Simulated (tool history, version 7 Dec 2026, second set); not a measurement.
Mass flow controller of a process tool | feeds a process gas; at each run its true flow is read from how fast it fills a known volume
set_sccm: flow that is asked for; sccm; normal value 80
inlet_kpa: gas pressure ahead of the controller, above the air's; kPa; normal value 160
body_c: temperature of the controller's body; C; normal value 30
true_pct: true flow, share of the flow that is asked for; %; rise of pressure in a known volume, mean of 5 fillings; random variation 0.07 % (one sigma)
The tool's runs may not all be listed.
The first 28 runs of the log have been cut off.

| run | hour | set_sccm | inlet_kpa | body_c | true_pct |
|---|---|---|---|---|---|
| 29 | 7908.4 | 80 | 221 | 32 | 98.58 |
| 30 | 8124.8 | 116 | 151 | 36 | 99.08 |
| 31 | 8534.3 | 116 | 151 | 36 | 98.85 |
| 32 | 8924.8 | 39 | 160 | 26 | 95.97 |
| 33 | 9302.8 | 122 | 160 | 33 | 98.31 |
| 34 | 9511.2 | 80 | 178 | 30 | 97.44 |
| 35 | 9830.1 | 80 | 178 | 30 | 97.45 |
| 36 | 10007.6 | 80 | 227 | 30 | 97.63 |
| 37 | 10289.6 | 155 | 260 | 40 | 99.83 |
| 38 | 10497.4 | 52 | 207 | 38 | 96.77 |
| 39 | 10902.5 | 91 | 206 | 30 | 97.36 |
| 40 | 11239.3 | 91 | 231 | 30 | 97.33 |
| 41 | 11514.0 | 91 | 231 | 30 | 97.31 |
| 42 | 11872.9 | 80 | 153 | 30 | 96.45 |
| 43 | 12088.5 | 80 | 153 | 30 | 96.24 |
| 44 | 12476.6 | 40 | 256 | 26 | 93.87 |
| 45 | 12829.8 | 133 | 160 | 31 | 97.41 |
| 46 | 13083.0 | 133 | 160 | 31 | 97.34 |
| 47 | 13277.2 | 93 | 251 | 34 | 97.14 |
| 48 | 13636.8 | 37 | 262 | 34 | 92.96 |

Predict each of these 4 candidate next runs independently; none follows another, all start after run 48:
| A | 14034.5 | 43 | 174 | 37 | ? |
| B | 14034.5 | 92 | 188 | 23 | ? |
| C | 14034.5 | 37 | 147 | 40 | ? |
| D | 14034.5 | 149 | 162 | 26 | ? |

| run | true_pct |
|---|---|
| A | 93.18 |
| B | 95.52 |
| C | 92.38 |
| D | 97.02 |
Without the tool's hidden state the same runs would have given:
| run | true_pct |
|---|---|
| A | 99.30 |
| B | 98.84 |
| C | 99.36 |
| D | 99.39 |

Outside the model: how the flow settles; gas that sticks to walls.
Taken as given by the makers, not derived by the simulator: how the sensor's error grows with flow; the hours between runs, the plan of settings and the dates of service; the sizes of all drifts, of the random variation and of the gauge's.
